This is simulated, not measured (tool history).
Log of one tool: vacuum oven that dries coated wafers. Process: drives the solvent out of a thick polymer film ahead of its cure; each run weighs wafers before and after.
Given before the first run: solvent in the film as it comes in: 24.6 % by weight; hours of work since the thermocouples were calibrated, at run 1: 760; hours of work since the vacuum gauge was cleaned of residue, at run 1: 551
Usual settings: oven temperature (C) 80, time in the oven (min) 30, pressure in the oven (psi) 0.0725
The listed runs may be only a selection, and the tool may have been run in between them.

run,hour,oven temperature (C),time in the oven (min),pressure in the oven (psi),hours of work since the thermocouples were calibrated,hours of work since the vacuum gauge was cleaned of residue,solvent left in the film (%)
1,0,80,30,0.0725,760,551,2.76
2,20.7,80,30,0.0725,776,566,2.74
3,58.8,80,30,0.0725,805,596,2.75
4,99.2,80,30,0.0725,836,627,2.83
5,128.4,80,30,0.0725,858,649,2.82
6,149.3,80,30,0.0725,874,665,2.85
7,198.3,80,36,0.0725,912,702,2
8,238.5,80,30,0.056,943,733,2.78
9,277.1,79,30,0.0725,972,763,3.14
10,317.7,80,30,0.0725,1003,794,2.89
11,368,80,17,0.0725,1042,832,6.33
12,410,80,17,0.0725,1074,864,6.46
13,433.7,79,37,0.0757,1092,882,2.24
14,462.6,79,37,0.0757,1114,905,2.28
15,487.1,80,17,0.2576,1133,923,7.03
16,517.6,92,34,0.1198,1156,947,0.87
17,554.2,68,22,0.0889,1184,975,9.02
18,591.1,80,42,0.0574,1213,1003,1.64
19,618,80,42,0.0574,1233,1023,1.59
20,669.2,69,48,0.0725,1272,1063,3.66
21,694.1,80,44,0.1285,1291,1082,1.83
# hour 715.6: oven's thermocouples calibrated
22,729,88,16,0.1285,10,1107,4.13
23,769.5,88,16,0.1285,41,1138,4.14
24,799,88,16,0.1285,64,1160,4.18

Predict each of these 5 candidate next runs independently; none follows another, all start after run 24:
A,844.7,81,20,0.1867,99,1195,?
B,844.7,79,26,0.125,99,1195,?
C,844.7,88,23,0.2553,99,1195,?
D,844.7,88,30,0.1285,99,1195,?
E,844.7,91,16,0.1285,99,1195,?

run,solvent left in the film (%)
A,5.3
B,3.91
C,2.75
D,1.4
E,3.36
Had the tool no hidden state, the same runs would have come out as:
run,solvent left in the film (%)
A,4.95
B,3.53
C,2.46
D,1.13
E,3.1
